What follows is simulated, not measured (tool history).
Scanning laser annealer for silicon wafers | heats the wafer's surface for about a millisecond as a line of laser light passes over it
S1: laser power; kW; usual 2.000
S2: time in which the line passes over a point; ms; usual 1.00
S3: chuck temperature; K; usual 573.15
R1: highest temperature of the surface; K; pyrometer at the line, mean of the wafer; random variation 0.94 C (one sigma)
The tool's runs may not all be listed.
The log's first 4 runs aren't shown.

run 5 hour=46.1 | S1=2.000 S2=1.00 S3=573.15 | R1=1334.95
run 6 hour=60.0 | S1=2.000 S2=1.00 S3=573.15 | R1=1335.05
run 7 hour=68.2 | S1=1.946 S2=1.00 S3=573.15 | R1=1310.85
run 8 hour=82.3 | S1=1.947 S2=1.00 S3=573.15 | R1=1312.25
run 9 hour=97.1 | S1=2.000 S2=1.00 S3=573.15 | R1=1334.95
run 10 hour=111.3 | S1=2.000 S2=1.00 S3=573.15 | R1=1335.05
run 11 hour=121.3 | S1=2.000 S2=1.00 S3=573.15 | R1=1334.35
run 12 hour=131.7 | S1=2.000 S2=1.00 S3=588.15 | R1=1348.75
run 13 hour=146.5 | S1=2.000 S2=1.00 S3=543.15 | R1=1303.25
run 14 hour=153.9 | S1=2.000 S2=1.00 S3=543.15 | R1=1304.05
run 15 hour=167.2 | S1=2.000 S2=1.00 S3=543.15 | R1=1303.45
run 16 hour=181.3 | S1=2.000 S2=1.00 S3=543.15 | R1=1302.95
run 17 hour=191.9 | S1=2.000 S2=1.00 S3=543.15 | R1=1303.25
run 18 hour=206.7 | S1=2.000 S2=1.00 S3=543.15 | R1=1305.65
run 19 hour=216.2 | S1=2.000 S2=1.00 S3=543.15 | R1=1306.05
run 20 hour=225.9 | S1=2.085 S2=1.12 S3=610.15 | R1=1457.45
run 21 hour=234.7 | S1=2.085 S2=1.12 S3=610.15 | R1=1458.15
run 22 hour=245.0 | S1=2.085 S2=0.89 S3=610.15 | R1=1362.35

Forecast run 23:
run 23 hour=253.5 | S1=1.720 S2=0.72 S3=577.15 | R1=?

Run 23 gave R1 1114.15 K.
Without the tool's hidden state the same run would have given R1 1114.35 K.
